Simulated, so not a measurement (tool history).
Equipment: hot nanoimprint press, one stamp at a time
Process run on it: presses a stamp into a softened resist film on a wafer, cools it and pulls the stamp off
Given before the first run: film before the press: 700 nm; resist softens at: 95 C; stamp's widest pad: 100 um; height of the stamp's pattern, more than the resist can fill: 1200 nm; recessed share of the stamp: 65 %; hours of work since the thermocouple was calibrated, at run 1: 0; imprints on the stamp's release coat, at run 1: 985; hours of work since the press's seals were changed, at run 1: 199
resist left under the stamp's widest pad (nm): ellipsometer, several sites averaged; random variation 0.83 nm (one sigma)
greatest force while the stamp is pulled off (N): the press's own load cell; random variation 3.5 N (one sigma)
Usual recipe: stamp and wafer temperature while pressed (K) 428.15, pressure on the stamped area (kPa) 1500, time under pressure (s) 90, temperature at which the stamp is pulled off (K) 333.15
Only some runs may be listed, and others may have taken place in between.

run,hour,stamp and wafer temperature while pressed (K),pressure on the stamped area (kPa),time under pressure (s),temperature at which the stamp is pulled off (K),hours of work since the thermocouple was calibrated,imprints on the stamp's release coat,hours of work since the press's seals were changed,resist left under the stamp's widest pad (nm),greatest force while the stamp is pulled off (N)
1,0,428.15,1500,90,333.15,0,985,199,415.8,245
2,7.9,428.15,1500,90,333.15,4,998,202,415.4,243
3,15.3,428.15,1500,90,333.15,8,1009,206,415.1,246
4,22.5,428.15,1500,90,333.15,11,1020,209,415.5,244
5,28.5,428.15,1500,90,333.15,14,1030,212,414.6,246
6,34.1,428.15,1590,90,333.15,17,1039,215,405.9,247
7,43.1,428.15,1590,90,333.15,21,1053,219,405.5,244
8,52.3,428.15,1590,90,333.15,26,1067,224,404.6,247
9,57.2,428.15,1590,90,333.15,28,1075,226,406.5,245
10,64.5,428.15,1590,90,333.15,31,1086,230,407.5,257
11,74.6,428.15,1590,90,333.15,36,1102,235,407.2,251
12,80.1,428.15,1500,90,333.15,39,1110,237,415.9,248
13,86.8,428.15,1500,90,333.15,42,1121,241,416.3,243
14,91.3,428.15,1500,90,333.15,44,1128,243,415.1,249
15,101,428.15,1500,90,333.15,49,1143,248,415.6,259
16,111.1,428.15,2160,47,332.15,54,1159,252,443.7,254
17,120.1,428.15,2160,47,332.15,58,1173,257,443.4,257
18,130.4,428.15,2160,47,332.15,63,1189,262,446.1,263
19,138.6,422.15,1360,47,332.15,67,1202,266,587.9,266
20,145.8,421.15,980,54,331.15,71,1213,269,616.7,254
21,152.9,432.15,1280,69,331.15,74,1224,273,418,262
22,161.8,428.15,1500,69,336.15,79,1238,277,450.6,242
23,170.1,439.15,1500,115,333.15,83,1251,281,247.9,255
24,178.9,439.15,1500,115,333.15,87,1265,285,247.6,256
25,187.3,440.15,2150,58,333.15,91,1278,289,264.2,256
26,195.3,429.15,1500,90,333.15,95,1290,293,403.3,258
27,205.2,429.15,1500,90,333.15,100,1306,298,403.7,262
28,214.3,435.15,1240,90,323.15,104,1320,303,349.7,288
29,221.2,428.15,1500,135,333.15,108,1331,306,367.4,263
30,231.7,428.15,1500,135,333.15,113,1347,311,367.6,271

Consider 4 possible next runs. They are alternatives, not a sequence: every one starts from the tool as it was left by run 30. What does each give?
A,239.1,425.15,2260,135,329.15,116,1359,315,?,?
B,239.1,425.15,1500,57,333.15,116,1359,315,?,?
C,239.1,434.15,1500,145,324.15,116,1359,315,?,?
D,239.1,428.15,1170,128,339.15,116,1359,315,?,?

run,resist left under the stamp's widest pad (nm),greatest force while the stamp is pulled off (N)
A,349.5,274
B,518.5,266
C,277.8,291
D,412.4,251
Without the tool's unlogged condition, the same runs would have read:
run,resist left under the stamp's widest pad (nm),greatest force while the stamp is pulled off (N)
A,343.7,212
B,513.8,206
C,273.8,225
D,407.6,194

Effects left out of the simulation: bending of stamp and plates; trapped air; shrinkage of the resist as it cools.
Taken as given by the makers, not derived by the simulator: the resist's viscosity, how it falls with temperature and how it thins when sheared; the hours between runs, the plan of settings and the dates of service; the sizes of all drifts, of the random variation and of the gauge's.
